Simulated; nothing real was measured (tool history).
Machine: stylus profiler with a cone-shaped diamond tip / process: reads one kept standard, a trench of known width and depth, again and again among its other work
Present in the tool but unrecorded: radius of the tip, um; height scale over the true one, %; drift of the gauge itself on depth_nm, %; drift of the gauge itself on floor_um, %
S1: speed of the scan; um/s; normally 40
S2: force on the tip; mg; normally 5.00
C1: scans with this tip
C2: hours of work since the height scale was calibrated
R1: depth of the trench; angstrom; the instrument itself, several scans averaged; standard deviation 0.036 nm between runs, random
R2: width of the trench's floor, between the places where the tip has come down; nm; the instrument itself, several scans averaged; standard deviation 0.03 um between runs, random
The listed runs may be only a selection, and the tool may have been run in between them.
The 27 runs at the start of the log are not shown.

run	hour	S1	S2	C1	C2	R1	R2
28	1536.0	13	2.33	1634	313	2034.9	17650
29	1591.6	12	2.04	1812	347	2032.9	17630
30	1629.5	12	2.04	1934	371	2033.1	17590
31	1694.8	12	2.04	2143	411	2032.6	17560
32	1728.0	12	6.10	2250	431	2064.6	17550
33	1777.2	12	6.10	2408	461	2065.7	17580
34	1825.8	12	6.10	2564	491	2065.9	17510
35	1856.7	93	6.31	2663	510	2067.1	17250
36	1895.6	11	2.07	2788	534	2034.1	17510
37	1934.2	109	8.96	2912	558	2084.8	17280
38	1987.4	109	8.96	3082	591	2084.8	17200
39	2022.3	25	3.76	3194	612	2049.5	17410
40	2069.7	25	10.78	3346	641	2095.3	17380
41	2133.3	19	8.91	3551	680	2084.8	17310
42	2180.9	26	1.78	3703	710	2033.1	17270
43	2224.2	26	1.78	3842	736	2032.1	17250
44	2282.1	26	1.78	4028	772	2033.5	17230
45	2345.0	81	4.38	4230	811	2055.5	16990
46	2382.5	15	13.69	4350	834	2112.1	17240
47	2429.4	15	13.69	4501	862	2113.6	17190

Each row is a separate what-if for the run after 47, all from the same tool condition, not one after another. Results?
A	2472.7	12	4.64	4640	889	?	?
B	2472.7	25	5.00	4640	889	?	?
C	2472.7	40	8.36	4640	889	?	?

run	R1	R2
A	2058.3	17150
B	2061.3	17140
C	2083.0	17150
Without the tool's hidden state the same runs would have given:
run	R1	R2
A	2051.8	17980
B	2054.8	17970
C	2076.4	17970
